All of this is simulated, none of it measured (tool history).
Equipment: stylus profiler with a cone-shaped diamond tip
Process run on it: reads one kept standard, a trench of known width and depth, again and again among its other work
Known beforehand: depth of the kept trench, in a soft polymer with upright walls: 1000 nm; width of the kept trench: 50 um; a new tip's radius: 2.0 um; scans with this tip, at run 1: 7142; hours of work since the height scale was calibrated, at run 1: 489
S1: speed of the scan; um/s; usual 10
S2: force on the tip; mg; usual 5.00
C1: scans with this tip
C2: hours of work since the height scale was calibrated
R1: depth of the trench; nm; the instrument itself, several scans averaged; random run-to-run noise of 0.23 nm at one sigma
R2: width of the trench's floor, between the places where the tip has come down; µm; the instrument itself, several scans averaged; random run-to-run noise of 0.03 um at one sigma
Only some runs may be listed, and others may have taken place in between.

| run | hour | S1 | S2 | C1 | C2 | R1 | R2 |
|---|---|---|---|---|---|---|---|
| 1 | 0.0 | 10 | 5.00 | 7142 | 489 | 1019.03 | 45.18 |
| 2 | 57.2 | 10 | 5.00 | 7541 | 516 | 1019.08 | 45.02 |
| 3 | 119.5 | 23 | 5.00 | 7977 | 546 | 1018.60 | 44.96 |
| 4 | 202.6 | 23 | 5.00 | 8557 | 586 | 1019.86 | 44.87 |
| 5 | 242.8 | 23 | 5.00 | 8838 | 605 | 1019.46 | 44.76 |
| 6 | 315.7 | 23 | 5.00 | 9348 | 640 | 1019.50 | 44.73 |
| 7 | 375.7 | 10 | 5.00 | 9767 | 669 | 1019.68 | 44.66 |
| 8 | 429.1 | 28 | 5.00 | 10141 | 694 | 1020.19 | 44.53 |
| 9 | 477.0 | 28 | 1.67 | 10475 | 717 | 1011.29 | 44.41 |
| 10 | 529.8 | 28 | 1.67 | 10844 | 742 | 1011.13 | 44.41 |
| 11 | 572.4 | 4 | 2.35 | 11142 | 763 | 1013.61 | 44.42 |
|  | 579.0 | height scale calibrated on a step standard |
| 12 | 630.4 | 24 | 2.21 | 11544 | 25 | 1014.84 | 44.34 |
| 13 | 708.4 | 24 | 2.21 | 12088 | 62 | 1015.05 | 44.26 |
|  | 738.1 | height scale calibrated on a step standard, once more |
| 14 | 769.8 | 30 | 2.02 | 12514 | 15 | 1008.59 | 44.08 |
| 15 | 839.7 | 30 | 2.02 | 13003 | 49 | 1009.17 | 44.08 |

The same runs without the tool's hidden state, with the same run-to-run variation:
The tool's hidden condition here consists of: radius of the tip, um; height scale over the true one, %; drift of the gauge itself on depth_nm, %; drift of the gauge itself on floor_um, %.
| run | R1 | R2 |
|---|---|---|
| 1 | 1016.83 | 46.56 |
| 2 | 1016.77 | 46.47 |
| 3 | 1016.14 | 46.49 |
| 4 | 1017.20 | 46.50 |
| 5 | 1016.71 | 46.44 |
| 6 | 1016.58 | 46.49 |
| 7 | 1016.61 | 46.50 |
| 8 | 1016.99 | 46.43 |
| 9 | 1008.02 | 46.36 |
| 10 | 1007.74 | 46.42 |
| 11 | 1010.11 | 46.49 |
| 12 | 1009.66 | 46.46 |
| 13 | 1009.70 | 46.47 |
| 14 | 1008.87 | 46.36 |
| 15 | 1009.28 | 46.43 |
